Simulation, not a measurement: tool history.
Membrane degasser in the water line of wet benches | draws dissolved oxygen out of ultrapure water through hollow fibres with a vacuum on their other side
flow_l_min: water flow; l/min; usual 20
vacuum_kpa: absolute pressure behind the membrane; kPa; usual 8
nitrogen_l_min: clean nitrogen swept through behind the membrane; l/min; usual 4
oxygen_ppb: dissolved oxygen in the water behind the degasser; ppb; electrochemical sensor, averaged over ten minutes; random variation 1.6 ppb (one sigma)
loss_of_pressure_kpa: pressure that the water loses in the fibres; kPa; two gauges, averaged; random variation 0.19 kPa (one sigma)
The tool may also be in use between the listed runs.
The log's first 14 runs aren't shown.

At hour 2079.6: gauge calibrated.
Run 15, hour 2123.4: usual settings. Result: oxygen_ppb 159.9 ppb, loss_of_pressure_kpa 41.36 kPa.
At hour 2194.4: seals of the vacuum lines changed.
Run 16, hour 2308.7: usual settings. Result: oxygen_ppb 159 ppb, loss_of_pressure_kpa 41.29 kPa.
Run 17, hour 2424.6: usual settings but vacuum_kpa 6.57 kPa, nitrogen_l_min 3.57 l/min. Result: oxygen_ppb 149 ppb, loss_of_pressure_kpa 41.52 kPa.
Run 18, hour 2557.6: usual settings but flow_l_min 21 l/min, vacuum_kpa 13.82 kPa, nitrogen_l_min 3.92 l/min. Result: oxygen_ppb 248.2 ppb, loss_of_pressure_kpa 43.76 kPa.
Run 19, hour 2673.5: usual settings but flow_l_min 21 l/min, vacuum_kpa 13.82 kPa, nitrogen_l_min 3.92 l/min. Result: oxygen_ppb 249.3 ppb, loss_of_pressure_kpa 43.76 kPa.
Run 20, hour 2883.8: usual settings but flow_l_min 16 l/min, vacuum_kpa 18.67 kPa, nitrogen_l_min 10.45 l/min. Result: oxygen_ppb 117.6 ppb, loss_of_pressure_kpa 33.25 kPa.
Run 21, hour 3054.3: usual settings but flow_l_min 18 l/min, vacuum_kpa 13.15 kPa, nitrogen_l_min 3.56 l/min. Result: oxygen_ppb 199.6 ppb, loss_of_pressure_kpa 37.74 kPa.
Run 22, hour 3181.6: usual settings but flow_l_min 32 l/min, vacuum_kpa 13.15 kPa, nitrogen_l_min 8.38 l/min. Result: oxygen_ppb 358.4 ppb, loss_of_pressure_kpa 67.08 kPa.
Run 23, hour 3336.6: usual settings but flow_l_min 32 l/min, vacuum_kpa 13.15 kPa, nitrogen_l_min 8.38 l/min. Result: oxygen_ppb 360.7 ppb, loss_of_pressure_kpa 67.28 kPa.
Run 24, hour 3555.7: usual settings but flow_l_min 25 l/min. Result: oxygen_ppb 237.4 ppb, loss_of_pressure_kpa 52.75 kPa.
Run 25, hour 3657.9: usual settings but flow_l_min 25 l/min, vacuum_kpa 10.68 kPa. Result: oxygen_ppb 273.1 ppb, loss_of_pressure_kpa 53.21 kPa.
At hour 3671.1: vacuum gauge calibrated.
Run 26, hour 3864.6: usual settings but flow_l_min 23 l/min, vacuum_kpa 10.41 kPa. Result: oxygen_ppb 238.3 ppb, loss_of_pressure_kpa 48.72 kPa.
Run 27, hour 4041.6: usual settings but flow_l_min 22 l/min, vacuum_kpa 6.13 kPa, nitrogen_l_min 8.41 l/min. Result: oxygen_ppb 144.8 ppb, loss_of_pressure_kpa 46.64 kPa.
Run 28, hour 4145.5: usual settings but flow_l_min 13 l/min, vacuum_kpa 14.37 kPa, nitrogen_l_min 5.54 l/min. Result: oxygen_ppb 96.5 ppb, loss_of_pressure_kpa 27.9 kPa.
Run 29, hour 4236.2: usual settings but flow_l_min 16 l/min, vacuum_kpa 14.37 kPa, nitrogen_l_min 5.54 l/min. Result: oxygen_ppb 135.1 ppb, loss_of_pressure_kpa 34.17 kPa.
Run 30, hour 4381.3: usual settings but flow_l_min 30 l/min, vacuum_kpa 11.99 kPa, nitrogen_l_min 5.54 l/min. Result: oxygen_ppb 348.5 ppb, loss_of_pressure_kpa 64.14 kPa.
Run 31, hour 4539.5: usual settings but flow_l_min 13 l/min, vacuum_kpa 11.99 kPa, nitrogen_l_min 10.46 l/min. Result: oxygen_ppb 60.5 ppb, loss_of_pressure_kpa 27.76 kPa.
Run 32, hour 4659.2: usual settings but flow_l_min 13 l/min, vacuum_kpa 8.45 kPa, nitrogen_l_min 2.13 l/min. Result: oxygen_ppb 109.4 ppb, loss_of_pressure_kpa 28.17 kPa.

Forecast each of these 3 alternatives for the next run:
Run A, hour 4801.8: usual settings but flow_l_min 21 l/min, vacuum_kpa 5.46 kPa, nitrogen_l_min 3.9 l/min. Result: oxygen_ppb ?, loss_of_pressure_kpa ?.
Run B, hour 4801.8: usual settings but flow_l_min 12 l/min, vacuum_kpa 13.86 kPa, nitrogen_l_min 2.13 l/min. Result: oxygen_ppb ?, loss_of_pressure_kpa ?.
Run C, hour 4801.8: usual settings but flow_l_min 19 l/min, vacuum_kpa 10.76 kPa, nitrogen_l_min 8.06 l/min. Result: oxygen_ppb ?, loss_of_pressure_kpa ?.

run  oxygen_ppb  loss_of_pressure_kpa
  A       144.2                 45.26
  B       166.7                 25.51
  C       133.6                 40.71
Without the tool's hidden state the same runs would have given:
run  oxygen_ppb  loss_of_pressure_kpa
  A       143.9                 43.63
  B       166.6                 24.59
  C       133.3                 39.25
